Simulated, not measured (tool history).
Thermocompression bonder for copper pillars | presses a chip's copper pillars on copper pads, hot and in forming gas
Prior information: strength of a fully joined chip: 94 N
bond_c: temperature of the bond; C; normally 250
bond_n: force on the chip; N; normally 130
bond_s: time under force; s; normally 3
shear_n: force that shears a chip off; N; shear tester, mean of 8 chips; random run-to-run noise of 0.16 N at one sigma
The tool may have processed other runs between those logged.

run	hour	bond_c	bond_n	bond_s	shear_n
1	0	250	130	3	62.3
2	7	250	87	3	51.1
3	12.7	250	87	3	50.7
4	23.8	250	87	3	50.9
5	35.5	250	130	3	62.2
6	46.1	250	130	3	62
7	51.6	250	130	3	62
8	60.5	250	130	3	62
9	69.7	250	130	3	61.7
10	81.6	250	130	3	61.6
11	87.9	250	130	6	72.9
12	98.5	250	130	3	61.5
13	106.1	230	130	3	52.4
14	117.4	250	130	9	78.4
15	130.5	250	130	9	78.1
16	140.6	250	109	3	56.2
17	149.9	250	134	3	62
18	160.8	250	134	3	62.1
# hour 163.9: heater calibrated with a thermocouple chip
19	173	250	134	3	61.4
20	183.2	250	134	3	61.3
# hour 193.5: heater calibrated with a thermocouple chip, once more
21	198.4	242	134	3	59.8
# hour 200.4: forming gas filter changed
22	208	271	141	3	74.8
23	215.9	271	141	3	74.6
24	227.3	244	130	3	60.9
25	240.3	230	151	3	58.7
26	247.3	262	177	5	83.2
27	260.3	259	125	3	65.9
28	272.1	229	125	3	52.6
29	280.3	224	153	3	55.8
30	288.9	224	153	3	55.8
31	302.1	224	153	3	55.5
32	308.7	224	153	3	55.5
33	321.1	226	163	6	69.7
34	330.2	226	163	6	70.1
35	338.5	226	163	6	69.8
36	349.9	226	163	6	69.5
37	358.5	223	109	9	63.8
38	366.8	250	91	2	46
39	380	244	130	3	59.6
40	389.3	274	118	2	62.7
41	396.8	254	129	3	63.9

What if the next run were any one of these 3? Each begins from the tool's condition after run 41:
A	405.3	271	130	3	?
B	405.3	255	91	5	?
C	405.3	275	86	3	?

run	shear_n
A	70.7
B	62.9
C	61.2
The same runs, with their run-to-run variation unchanged, on a tool lacking any hidden condition would have given:
run	shear_n
A	71.9
B	63.9
C	62.1

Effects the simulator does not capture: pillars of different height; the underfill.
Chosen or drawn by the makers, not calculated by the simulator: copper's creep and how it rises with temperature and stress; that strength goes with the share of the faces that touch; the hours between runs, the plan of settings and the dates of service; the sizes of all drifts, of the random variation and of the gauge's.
